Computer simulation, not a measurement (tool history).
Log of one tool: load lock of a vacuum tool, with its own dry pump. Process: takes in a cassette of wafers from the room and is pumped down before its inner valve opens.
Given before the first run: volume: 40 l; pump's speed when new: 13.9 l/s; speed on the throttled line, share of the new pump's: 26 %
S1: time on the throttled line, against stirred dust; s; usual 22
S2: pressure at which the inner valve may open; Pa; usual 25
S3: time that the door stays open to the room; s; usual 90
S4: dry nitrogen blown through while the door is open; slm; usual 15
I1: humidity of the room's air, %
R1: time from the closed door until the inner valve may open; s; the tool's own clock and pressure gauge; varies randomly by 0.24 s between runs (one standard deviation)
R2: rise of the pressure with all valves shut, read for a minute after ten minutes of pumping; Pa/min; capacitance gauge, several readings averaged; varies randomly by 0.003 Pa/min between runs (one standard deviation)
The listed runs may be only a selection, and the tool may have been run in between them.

run    hour  S1  S2   S3  S4    I1    R1     R2
  1       0  22  25   90  15    45    45  0.068
  2   133.4  22  25   90  15  42.3  44.9  0.067
  3     249  22  25   90  26    44  45.3  0.062
  4   383.5  22  25   90  26  46.1    45  0.063
  5   530.8  13  25   90  15  44.9  39.5  0.072
  6   607.6  22  27   90  15  45.9  44.9  0.071
  7   676.6  22  25   90   5  48.6  45.3   0.09
  8   770.7  22  25   90   5  46.5  45.4  0.091
  9   846.9  22  25   90  15  44.4  45.3  0.077
 10   981.5  22  25   90  15    45  45.3  0.081
 11    1083  22  25   90  15  44.3  45.5   0.08
 12  1222.7  22  25   33  15  49.2  45.7  0.069
 13  1304.9  22  25   33  15  42.6  45.1  0.067
 14  1407.9  22  25   33  15  45.1  45.6  0.075
 15  1487.2  37  25   90  15    42  55.4  0.087
 16  1629.8  37  25   90  15  49.1  55.6  0.086
 17    1724  29  25   47  15  42.8  50.3  0.082
 18  1855.8  22  24   90  15  44.3  46.2  0.089
     1919.9  -- dry pump taken out, an overhauled one fitted
 19  1979.1  22  24   90  15    46    40  0.091
 20  2083.1  22  24  156  15    47  40.2  0.105
 21  2174.7  22  25   34  15    44  40.3  0.085
 22  2301.2  19  19   33  40  46.7  38.6  0.084
 23  2439.1  22  25   90   5  45.5  40.1  0.114
 24  2536.4  22  25   34  11  43.6  40.1  0.087
 25  2662.4  36  19  179   7  41.8  51.2  0.124
 26  2788.7  21  34   90  15  44.3  38.6  0.103
 27  2853.9  21  27   90  15    45  39.4  0.103
 28  2942.9  16  42   90  15  45.5  34.5  0.114

Consider 4 possible next runs. They are alternatives, not a sequence: every one starts from the tool as it was left by run 28. What does each give?
  A  3075.5  21  42  90  15  45.9   ?   ?
  B  3075.5  16  42  65  15  41.1   ?   ?
  C  3075.5  42  35  90  42  41.9   ?   ?
  D  3075.5  16  23  60  15  47.6   ?   ?

run    R1     R2
  A  38.5  0.114
  B  34.8  0.108
  C  53.8  0.096
  D  36.3  0.102
Take away the tool's hidden state, keep each run's random variation, and the runs would have read:
run    R1     R2
  A  38.3  0.036
  B  34.5  0.028
  C  53.7  0.019
  D    36  0.024
